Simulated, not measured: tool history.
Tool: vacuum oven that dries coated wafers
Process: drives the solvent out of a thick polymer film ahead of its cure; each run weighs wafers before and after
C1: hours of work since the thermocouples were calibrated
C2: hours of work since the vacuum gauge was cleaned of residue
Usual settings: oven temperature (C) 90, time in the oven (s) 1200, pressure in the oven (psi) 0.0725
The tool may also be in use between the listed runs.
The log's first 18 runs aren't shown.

run 19 hour=1714.7 | oven_temperature_(C)=82 time_in_the_oven_(s)=1200 pressure_in_the_oven_(psi)=0.0725 | C1=481 C2=1316 | solvent_left_in_the_film_(%)=2.84
run 20 hour=1792.4 | oven_temperature_(C)=90 time_in_the_oven_(s)=1200 pressure_in_the_oven_(psi)=0.0725 | C1=525 C2=1360 | solvent_left_in_the_film_(%)=1.12
run 21 hour=1917.7 | oven_temperature_(C)=90 time_in_the_oven_(s)=1200 pressure_in_the_oven_(psi)=0.0725 | C1=595 C2=1430 | solvent_left_in_the_film_(%)=1.07
run 22 hour=1986.4 | oven_temperature_(C)=90 time_in_the_oven_(s)=1200 pressure_in_the_oven_(psi)=0.0725 | C1=633 C2=1468 | solvent_left_in_the_film_(%)=1.14
run 23 hour=2096.3 | oven_temperature_(C)=76 time_in_the_oven_(s)=1620 pressure_in_the_oven_(psi)=0.2055 | C1=695 C2=1530 | solvent_left_in_the_film_(%)=3.84
run 24 hour=2192.5 | oven_temperature_(C)=76 time_in_the_oven_(s)=1620 pressure_in_the_oven_(psi)=0.2055 | C1=749 C2=1584 | solvent_left_in_the_film_(%)=3.79
run 25 hour=2319 | oven_temperature_(C)=76 time_in_the_oven_(s)=1620 pressure_in_the_oven_(psi)=0.2055 | C1=820 C2=1655 | solvent_left_in_the_film_(%)=3.71
run 26 hour=2447.8 | oven_temperature_(C)=83 time_in_the_oven_(s)=1200 pressure_in_the_oven_(psi)=0.0418 | C1=892 C2=1727 | solvent_left_in_the_film_(%)=2.41
run 27 hour=2570.8 | oven_temperature_(C)=83 time_in_the_oven_(s)=1200 pressure_in_the_oven_(psi)=0.0418 | C1=961 C2=1796 | solvent_left_in_the_film_(%)=2.29
run 28 hour=2702.4 | oven_temperature_(C)=83 time_in_the_oven_(s)=1200 pressure_in_the_oven_(psi)=0.0418 | C1=1034 C2=1869 | solvent_left_in_the_film_(%)=2.27
-- hour=2752.9 oven's thermocouples calibrated
run 29 hour=2792.7 | oven_temperature_(C)=83 time_in_the_oven_(s)=1200 pressure_in_the_oven_(psi)=0.1276 | C1=22 C2=1919 | solvent_left_in_the_film_(%)=3.42
run 30 hour=2883.7 | oven_temperature_(C)=90 time_in_the_oven_(s)=1980 pressure_in_the_oven_(psi)=0.0725 | C1=73 C2=1970 | solvent_left_in_the_film_(%)=0.63
run 31 hour=2980.3 | oven_temperature_(C)=90 time_in_the_oven_(s)=1260 pressure_in_the_oven_(psi)=0.2593 | C1=127 C2=2024 | solvent_left_in_the_film_(%)=1.85
run 32 hour=3047.8 | oven_temperature_(C)=98 time_in_the_oven_(s)=960 pressure_in_the_oven_(psi)=0.0711 | C1=165 C2=2062 | solvent_left_in_the_film_(%)=0.89
run 33 hour=3157.5 | oven_temperature_(C)=92 time_in_the_oven_(s)=1080 pressure_in_the_oven_(psi)=0.2074 | C1=227 C2=2123 | solvent_left_in_the_film_(%)=1.83
run 34 hour=3274 | oven_temperature_(C)=92 time_in_the_oven_(s)=1080 pressure_in_the_oven_(psi)=0.2074 | C1=292 C2=2188 | solvent_left_in_the_film_(%)=1.73

Forecast run 35:
run 35 hour=3390 | oven_temperature_(C)=90 time_in_the_oven_(s)=1020 pressure_in_the_oven_(psi)=0.0725 | C1=357 C2=2253 | solvent_left_in_the_film_(%)=?

solvent left in the film (%): 1.9
Without the tool's hidden state the same run would have given solvent left in the film (%) 1.8.
